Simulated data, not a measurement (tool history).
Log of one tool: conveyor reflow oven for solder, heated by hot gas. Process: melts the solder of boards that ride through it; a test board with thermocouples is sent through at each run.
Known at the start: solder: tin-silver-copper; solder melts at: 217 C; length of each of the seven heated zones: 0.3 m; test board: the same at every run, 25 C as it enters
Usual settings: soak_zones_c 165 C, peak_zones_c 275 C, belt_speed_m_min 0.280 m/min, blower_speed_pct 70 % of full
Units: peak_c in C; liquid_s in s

{"run": 1, "hour": 0.0, "soak_zones_c": 165, "peak_zones_c": 275, "belt_speed_m_min": 0.28, "blower_speed_pct": 70, "peak_c": 263.1, "liquid_s": 103.3}
{"run": 2, "hour": 22.4, "soak_zones_c": 165, "peak_zones_c": 275, "belt_speed_m_min": 0.28, "blower_speed_pct": 70, "peak_c": 263.0, "liquid_s": 102.8}
{"run": 3, "hour": 45.5, "soak_zones_c": 165, "peak_zones_c": 275, "belt_speed_m_min": 0.28, "blower_speed_pct": 70, "peak_c": 263.0, "liquid_s": 103.7}
{"run": 4, "hour": 95.4, "soak_zones_c": 165, "peak_zones_c": 275, "belt_speed_m_min": 0.28, "blower_speed_pct": 70, "peak_c": 263.1, "liquid_s": 103.1}
{"run": 5, "hour": 131.8, "soak_zones_c": 167, "peak_zones_c": 275, "belt_speed_m_min": 0.28, "blower_speed_pct": 70, "peak_c": 263.3, "liquid_s": 104.2}
{"run": 6, "hour": 154.7, "soak_zones_c": 167, "peak_zones_c": 275, "belt_speed_m_min": 0.28, "blower_speed_pct": 70, "peak_c": 263.1, "liquid_s": 104.5}
{"run": 7, "hour": 198.0, "soak_zones_c": 167, "peak_zones_c": 275, "belt_speed_m_min": 0.28, "blower_speed_pct": 70, "peak_c": 263.1, "liquid_s": 105.0}
{"run": 8, "hour": 230.4, "soak_zones_c": 167, "peak_zones_c": 275, "belt_speed_m_min": 0.28, "blower_speed_pct": 70, "peak_c": 262.9, "liquid_s": 104.5}
{"run": 9, "hour": 266.7, "soak_zones_c": 165, "peak_zones_c": 267, "belt_speed_m_min": 0.28, "blower_speed_pct": 70, "peak_c": 255.2, "liquid_s": 96.4}
{"hour": 291.9, "done": "thermocouples of zones 6 and 7 changed"}
{"run": 10, "hour": 292.0, "soak_zones_c": 165, "peak_zones_c": 267, "belt_speed_m_min": 0.28, "blower_speed_pct": 70, "peak_c": 252.2, "liquid_s": 92.3}
{"run": 11, "hour": 337.1, "soak_zones_c": 165, "peak_zones_c": 267, "belt_speed_m_min": 0.28, "blower_speed_pct": 70, "peak_c": 252.2, "liquid_s": 92.4}
{"run": 12, "hour": 377.2, "soak_zones_c": 154, "peak_zones_c": 275, "belt_speed_m_min": 0.28, "blower_speed_pct": 70, "peak_c": 257.2, "liquid_s": 92.2}
{"run": 13, "hour": 414.2, "soak_zones_c": 154, "peak_zones_c": 275, "belt_speed_m_min": 0.28, "blower_speed_pct": 70, "peak_c": 257.3, "liquid_s": 92.6}
{"run": 14, "hour": 438.9, "soak_zones_c": 154, "peak_zones_c": 275, "belt_speed_m_min": 0.28, "blower_speed_pct": 70, "peak_c": 257.2, "liquid_s": 92.8}
{"hour": 449.7, "done": "flux residue cleaned out of gas plates and filters"}
{"run": 15, "hour": 486.6, "soak_zones_c": 165, "peak_zones_c": 275, "belt_speed_m_min": 0.28, "blower_speed_pct": 70, "peak_c": 261.2, "liquid_s": 102.5}
{"run": 16, "hour": 528.0, "soak_zones_c": 159, "peak_zones_c": 275, "belt_speed_m_min": 0.28, "blower_speed_pct": 70, "peak_c": 260.3, "liquid_s": 98.6}
{"run": 17, "hour": 549.4, "soak_zones_c": 163, "peak_zones_c": 275, "belt_speed_m_min": 0.241, "blower_speed_pct": 70, "peak_c": 264.8, "liquid_s": 123.9}
{"run": 18, "hour": 589.6, "soak_zones_c": 163, "peak_zones_c": 275, "belt_speed_m_min": 0.241, "blower_speed_pct": 70, "peak_c": 265.0, "liquid_s": 123.6}
{"run": 19, "hour": 623.7, "soak_zones_c": 163, "peak_zones_c": 275, "belt_speed_m_min": 0.241, "blower_speed_pct": 70, "peak_c": 264.8, "liquid_s": 123.7}
{"run": 20, "hour": 669.6, "soak_zones_c": 163, "peak_zones_c": 275, "belt_speed_m_min": 0.241, "blower_speed_pct": 70, "peak_c": 264.8, "liquid_s": 123.7}
{"run": 21, "hour": 702.5, "soak_zones_c": 165, "peak_zones_c": 270, "belt_speed_m_min": 0.28, "blower_speed_pct": 70, "peak_c": 256.4, "liquid_s": 97.7}
{"run": 22, "hour": 728.8, "soak_zones_c": 165, "peak_zones_c": 270, "belt_speed_m_min": 0.28, "blower_speed_pct": 70, "peak_c": 256.4, "liquid_s": 97.9}
{"run": 23, "hour": 753.5, "soak_zones_c": 165, "peak_zones_c": 275, "belt_speed_m_min": 0.28, "blower_speed_pct": 52, "peak_c": 256.6, "liquid_s": 96.1}
{"run": 24, "hour": 774.7, "soak_zones_c": 157, "peak_zones_c": 282, "belt_speed_m_min": 0.325, "blower_speed_pct": 54, "peak_c": 254.8, "liquid_s": 76.7}
{"run": 25, "hour": 822.7, "soak_zones_c": 157, "peak_zones_c": 282, "belt_speed_m_min": 0.325, "blower_speed_pct": 63, "peak_c": 257.7, "liquid_s": 80.1}
{"run": 26, "hour": 855.5, "soak_zones_c": 157, "peak_zones_c": 271, "belt_speed_m_min": 0.273, "blower_speed_pct": 80, "peak_c": 258.4, "liquid_s": 99.6}
{"hour": 904.9, "done": "flux residue cleaned out of gas plates and filters"}
{"run": 27, "hour": 906.4, "soak_zones_c": 157, "peak_zones_c": 271, "belt_speed_m_min": 0.273, "blower_speed_pct": 80, "peak_c": 259.9, "liquid_s": 102.3}
{"run": 28, "hour": 955.3, "soak_zones_c": 165, "peak_zones_c": 287, "belt_speed_m_min": 0.32, "blower_speed_pct": 68, "peak_c": 267.6, "liquid_s": 94.8}
{"run": 29, "hour": 996.1, "soak_zones_c": 158, "peak_zones_c": 281, "belt_speed_m_min": 0.32, "blower_speed_pct": 52, "peak_c": 256.1, "liquid_s": 80.0}
{"run": 30, "hour": 1019.0, "soak_zones_c": 168, "peak_zones_c": 281, "belt_speed_m_min": 0.313, "blower_speed_pct": 52, "peak_c": 258.9, "liquid_s": 89.5}
{"run": 31, "hour": 1057.3, "soak_zones_c": 175, "peak_zones_c": 280, "belt_speed_m_min": 0.231, "blower_speed_pct": 53, "peak_c": 270.0, "liquid_s": 141.5}

Forecast each of these 3 alternatives for the next run:
{"run": "A", "hour": 1099.3, "soak_zones_c": 168, "peak_zones_c": 284, "belt_speed_m_min": 0.28, "blower_speed_pct": 52, "peak_c": "?", "liquid_s": "?"}
{"run": "B", "hour": 1099.3, "soak_zones_c": 165, "peak_zones_c": 275, "belt_speed_m_min": 0.289, "blower_speed_pct": 71, "peak_c": "?", "liquid_s": "?"}
{"run": "C", "hour": 1099.3, "soak_zones_c": 161, "peak_zones_c": 275, "belt_speed_m_min": 0.28, "blower_speed_pct": 70, "peak_c": "?", "liquid_s": "?"}

run=A peak_c=266.2 liquid_s=108.4
run=B peak_c=261.1 liquid_s=99.7
run=C peak_c=261.3 liquid_s=101.4
Without the tool's hidden state the same runs would have given:
run=A peak_c=265.0 liquid_s=105.7
run=B peak_c=260.0 liquid_s=97.4
run=C peak_c=260.2 liquid_s=99.0

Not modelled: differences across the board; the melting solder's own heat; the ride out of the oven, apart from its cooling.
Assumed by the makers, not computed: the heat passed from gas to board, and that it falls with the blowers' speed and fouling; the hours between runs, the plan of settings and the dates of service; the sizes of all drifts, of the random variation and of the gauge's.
